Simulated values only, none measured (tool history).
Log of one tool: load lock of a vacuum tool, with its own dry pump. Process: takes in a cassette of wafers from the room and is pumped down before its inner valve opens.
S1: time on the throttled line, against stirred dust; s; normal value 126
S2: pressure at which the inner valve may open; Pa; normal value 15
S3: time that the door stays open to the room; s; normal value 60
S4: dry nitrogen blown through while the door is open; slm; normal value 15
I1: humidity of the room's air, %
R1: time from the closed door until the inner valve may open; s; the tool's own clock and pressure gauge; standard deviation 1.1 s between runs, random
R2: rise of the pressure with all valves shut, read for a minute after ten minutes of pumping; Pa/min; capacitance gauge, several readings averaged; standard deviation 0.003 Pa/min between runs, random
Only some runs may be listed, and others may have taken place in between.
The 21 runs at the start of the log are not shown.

Run 22, hour 2810.9: usual settings but S1 205 s, S2 26 Pa, S3 41 s, S4 6 slm; I1 45.5. Result: R1 254.9 s, R2 0.231 Pa/min.
Run 23, hour 2895.5: usual settings but S1 205 s, S2 26 Pa, S3 41 s, S4 6 slm; I1 44.3. Result: R1 254.5 s, R2 0.231 Pa/min.
Run 24, hour 2986.3: usual settings but S1 205 s, S2 12 Pa, S3 140 s, S4 6 slm; I1 45.1. Result: R1 263.4 s, R2 0.28 Pa/min.
Run 25, hour 3181: usual settings but S2 27 Pa; I1 47.5. Result: R1 183.1 s, R2 0.242 Pa/min.
Run 26, hour 3345.9: usual settings but S1 169 s, S2 27 Pa; I1 46.5. Result: R1 221.8 s, R2 0.25 Pa/min.
Run 27, hour 3502.6: usual settings but S1 69 s, S2 24 Pa, S3 29 s, S4 10 slm; I1 43.1. Result: R1 135.6 s, R2 0.239 Pa/min.
Run 28, hour 3681.9: usual settings but S1 184 s, S2 12 Pa, S3 41 s, S4 10 slm; I1 45.5. Result: R1 241.9 s, R2 0.247 Pa/min.
Run 29, hour 3863.9: usual settings but S1 184 s, S2 12 Pa, S3 41 s, S4 10 slm; I1 42.4. Result: R1 242.7 s, R2 0.265 Pa/min.
Run 30, hour 4059.5: usual settings but S3 44 s, S4 6 slm; I1 47.8. Result: R1 188.8 s, R2 0.272 Pa/min.
Run 31, hour 4226.1: usual settings but S3 44 s, S4 6 slm; I1 47.5. Result: R1 190.1 s, R2 0.287 Pa/min.
Run 32, hour 4403.7: usual settings but S1 84 s, S2 29 Pa, S3 223 s; I1 45.9. Result: R1 147.2 s, R2 0.341 Pa/min.
Run 33, hour 4593.3: usual settings but S1 84 s, S2 26 Pa, S3 223 s; I1 48.1. Result: R1 148.5 s, R2 0.349 Pa/min.
Run 34, hour 4787: usual settings but S1 84 s, S2 26 Pa, S3 223 s; I1 46.8. Result: R1 147.4 s, R2 0.351 Pa/min.
Run 35, hour 4944.1: usual settings but S1 223 s, S2 26 Pa, S3 223 s, S4 29 slm; I1 41.5. Result: R1 268.3 s, R2 0.329 Pa/min.
Run 36, hour 5026.2: usual settings but S1 74 s, S2 26 Pa, S3 27 s, S4 5 slm; I1 44.1. Result: R1 140.4 s, R2 0.298 Pa/min.

Branching from run 36: 3 alternative next runs. What would each branch give?
Run A, hour 5190.2: usual settings but S1 74 s, S2 26 Pa, S3 27 s, S4 22 slm; I1 44.8. Result: R1 ?, R2 ?.
Run B, hour 5190.2: usual settings but S1 183 s, S2 23 Pa, S3 27 s, S4 5 slm; I1 45.6. Result: R1 ?, R2 ?.
Run C, hour 5190.2: usual settings but S1 124 s, S2 24 Pa, S4 16 slm; I1 42.8. Result: R1 ?, R2 ?.

run     R1     R2
  A  138.7  0.294
  B  236.3  0.301
  C  184.7  0.311
Take away the tool's hidden state, keep each run's random variation, and the runs would have read:
run     R1     R2
  A  124.5  0.021
  B  224.6  0.029
  C  171.5  0.038

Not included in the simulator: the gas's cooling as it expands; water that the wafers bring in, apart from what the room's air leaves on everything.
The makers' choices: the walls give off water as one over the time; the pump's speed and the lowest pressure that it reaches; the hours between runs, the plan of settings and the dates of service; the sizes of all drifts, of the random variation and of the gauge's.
